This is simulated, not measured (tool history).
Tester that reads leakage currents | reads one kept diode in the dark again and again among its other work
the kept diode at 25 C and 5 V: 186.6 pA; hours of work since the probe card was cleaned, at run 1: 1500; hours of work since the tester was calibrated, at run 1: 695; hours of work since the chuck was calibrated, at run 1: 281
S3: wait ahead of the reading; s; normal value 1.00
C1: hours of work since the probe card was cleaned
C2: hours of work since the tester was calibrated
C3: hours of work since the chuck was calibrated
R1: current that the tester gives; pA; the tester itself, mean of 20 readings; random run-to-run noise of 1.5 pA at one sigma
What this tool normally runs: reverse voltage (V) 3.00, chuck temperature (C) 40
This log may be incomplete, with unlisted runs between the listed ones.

{"run": 1, "day": 0.0, "reverse voltage (V)": 3.0, "chuck temperature (C)": 40, "S3": 1.0, "C1": 1500, "C2": 695, "C3": 281, "R1": 478.2}
{"run": 2, "day": 2.842, "reverse voltage (V)": 3.0, "chuck temperature (C)": 40, "S3": 1.0, "C1": 1548, "C2": 743, "C3": 328, "R1": 470.08}
{"run": 3, "day": 6.192, "reverse voltage (V)": 3.0, "chuck temperature (C)": 48, "S3": 1.0, "C1": 1604, "C2": 799, "C3": 384, "R1": 878.71}
{"run": 4, "day": 8.017, "reverse voltage (V)": 3.0, "chuck temperature (C)": 48, "S3": 1.0, "C1": 1634, "C2": 829, "C3": 415, "R1": 874.61}
{"run": 5, "day": 10.979, "reverse voltage (V)": 3.0, "chuck temperature (C)": 48, "S3": 1.0, "C1": 1684, "C2": 879, "C3": 464, "R1": 861.41}
{"run": 6, "day": 13.275, "reverse voltage (V)": 3.0, "chuck temperature (C)": 48, "S3": 1.0, "C1": 1722, "C2": 917, "C3": 503, "R1": 855.03}
{"run": 7, "day": 16.808, "reverse voltage (V)": 3.0, "chuck temperature (C)": 48, "S3": 1.0, "C1": 1781, "C2": 976, "C3": 562, "R1": 842.6}
{"run": 8, "day": 19.712, "reverse voltage (V)": 3.0, "chuck temperature (C)": 48, "S3": 1.0, "C1": 1830, "C2": 1025, "C3": 610, "R1": 835.18}
{"run": 9, "day": 21.596, "reverse voltage (V)": 3.0, "chuck temperature (C)": 40, "S3": 1.0, "C1": 1861, "C2": 1056, "C3": 642, "R1": 436.53}
{"day": 22.579, "done": "chuck's temperature calibrated"}
{"run": 10, "day": 23.838, "reverse voltage (V)": 3.0, "chuck temperature (C)": 40, "S3": 1.0, "C1": 1897, "C2": 1092, "C3": 21, "R1": 503.89}
{"run": 11, "day": 26.079, "reverse voltage (V)": 3.0, "chuck temperature (C)": 27, "S3": 1.0, "C1": 1935, "C2": 1129, "C3": 58, "R1": 167.18}
{"run": 12, "day": 29.171, "reverse voltage (V)": 3.0, "chuck temperature (C)": 40, "S3": 0.92, "C1": 1986, "C2": 1181, "C3": 110, "R1": 492.47}
{"run": 13, "day": 31.229, "reverse voltage (V)": 3.0, "chuck temperature (C)": 40, "S3": 0.92, "C1": 2021, "C2": 1216, "C3": 145, "R1": 488.66}
{"run": 14, "day": 33.992, "reverse voltage (V)": 3.0, "chuck temperature (C)": 40, "S3": 1.0, "C1": 2067, "C2": 1262, "C3": 191, "R1": 484.16}
{"run": 15, "day": 35.796, "reverse voltage (V)": 3.0, "chuck temperature (C)": 40, "S3": 1.0, "C1": 2097, "C2": 1292, "C3": 221, "R1": 481.85}
{"run": 16, "day": 37.796, "reverse voltage (V)": 3.0, "chuck temperature (C)": 40, "S3": 1.09, "C1": 2130, "C2": 1325, "C3": 254, "R1": 478.03}
{"run": 17, "day": 41.317, "reverse voltage (V)": 3.0, "chuck temperature (C)": 40, "S3": 1.09, "C1": 2189, "C2": 1384, "C3": 313, "R1": 471.45}
{"run": 18, "day": 44.733, "reverse voltage (V)": 3.0, "chuck temperature (C)": 40, "S3": 1.09, "C1": 2246, "C2": 1441, "C3": 370, "R1": 463.25}
{"run": 19, "day": 46.212, "reverse voltage (V)": 2.99, "chuck temperature (C)": 25, "S3": 2.04, "C1": 2271, "C2": 1466, "C3": 395, "R1": 128.57}
{"run": 20, "day": 49.504, "reverse voltage (V)": 2.27, "chuck temperature (C)": 54, "S3": 2.04, "C1": 2326, "C2": 1521, "C3": 450, "R1": 1153.25}
{"run": 21, "day": 52.962, "reverse voltage (V)": 1.22, "chuck temperature (C)": 24, "S3": 0.35, "C1": 2384, "C2": 1579, "C3": 508, "R1": 67.71}
{"run": 22, "day": 55.912, "reverse voltage (V)": 1.72, "chuck temperature (C)": 40, "S3": 1.0, "C1": 2433, "C2": 1628, "C3": 557, "R1": 319.95}
{"run": 23, "day": 57.671, "reverse voltage (V)": 1.72, "chuck temperature (C)": 40, "S3": 1.0, "C1": 2462, "C2": 1657, "C3": 586, "R1": 317.87}
{"run": 24, "day": 59.392, "reverse voltage (V)": 1.72, "chuck temperature (C)": 40, "S3": 1.0, "C1": 2491, "C2": 1686, "C3": 615, "R1": 314.83}
{"day": 62.071, "done": "chuck's temperature calibrated"}
{"run": 25, "day": 62.683, "reverse voltage (V)": 2.41, "chuck temperature (C)": 31, "S3": 1.85, "C1": 2545, "C2": 1740, "C3": 10, "R1": 212.25}
{"run": 26, "day": 66.217, "reverse voltage (V)": 7.07, "chuck temperature (C)": 40, "S3": 1.85, "C1": 2604, "C2": 1799, "C3": 69, "R1": 822.23}
{"run": 27, "day": 69.558, "reverse voltage (V)": 11.27, "chuck temperature (C)": 23, "S3": 1.0, "C1": 2660, "C2": 1855, "C3": 125, "R1": 264.35}
{"run": 28, "day": 71.275, "reverse voltage (V)": 11.27, "chuck temperature (C)": 33, "S3": 7.74, "C1": 2688, "C2": 1883, "C3": 154, "R1": 605.26}
{"run": 29, "day": 74.762, "reverse voltage (V)": 3.59, "chuck temperature (C)": 36, "S3": 1.39, "C1": 2746, "C2": 1941, "C3": 212, "R1": 387.61}
{"run": 30, "day": 76.417, "reverse voltage (V)": 2.07, "chuck temperature (C)": 30, "S3": 1.0, "C1": 2774, "C2": 1969, "C3": 240, "R1": 168.81}
{"run": 31, "day": 78.846, "reverse voltage (V)": 19.79, "chuck temperature (C)": 35, "S3": 2.89, "C1": 2815, "C2": 2010, "C3": 280, "R1": 957.93}
{"run": 32, "day": 81.779, "reverse voltage (V)": 8.82, "chuck temperature (C)": 40, "S3": 1.0, "C1": 2864, "C2": 2059, "C3": 329, "R1": 887.61}
{"run": 33, "day": 85.054, "reverse voltage (V)": 3.0, "chuck temperature (C)": 25, "S3": 5.55, "C1": 2918, "C2": 2113, "C3": 384, "R1": 131.94}
{"run": 34, "day": 86.862, "reverse voltage (V)": 6.28, "chuck temperature (C)": 25, "S3": 5.55, "C1": 2949, "C2": 2144, "C3": 414, "R1": 203.62}

Some steps in R1 between neighbouring runs. How much of each would the tool show without its hidden state too (settings, what came in, random variation), and how much is left for the hidden state, with any gauge scatter that isn't in both results?
The hidden state here: stray current of the dirty probe card, pA a volt; current scale over the true one, %; true chuck temperature over the reading, C; drift of the gauge itself on leakage_pa, %.
Run 9 -> 10: chuck's temperature calibrated. R1 +67.36 pA: hidden state +67.44, all else -0.08.
Run 19 -> 20: reverse voltage (V) 2.99 -> 2.27, chuck temperature (C) 25 -> 54. R1 +1024.68 pA: hidden state -116.11, all else +1140.79.
Run 20 -> 21: reverse voltage (V) 2.27 -> 1.22, chuck temperature (C) 54 -> 24, S3 2.04 -> 0.35. R1 -1085.54 pA: hidden state +118.18, all else -1203.72.
Run 30 -> 31: reverse voltage (V) 2.07 -> 19.79, chuck temperature (C) 30 -> 35, S3 1.00 -> 2.89. R1 +789.12 pA: hidden state -23.46, all else +812.58.

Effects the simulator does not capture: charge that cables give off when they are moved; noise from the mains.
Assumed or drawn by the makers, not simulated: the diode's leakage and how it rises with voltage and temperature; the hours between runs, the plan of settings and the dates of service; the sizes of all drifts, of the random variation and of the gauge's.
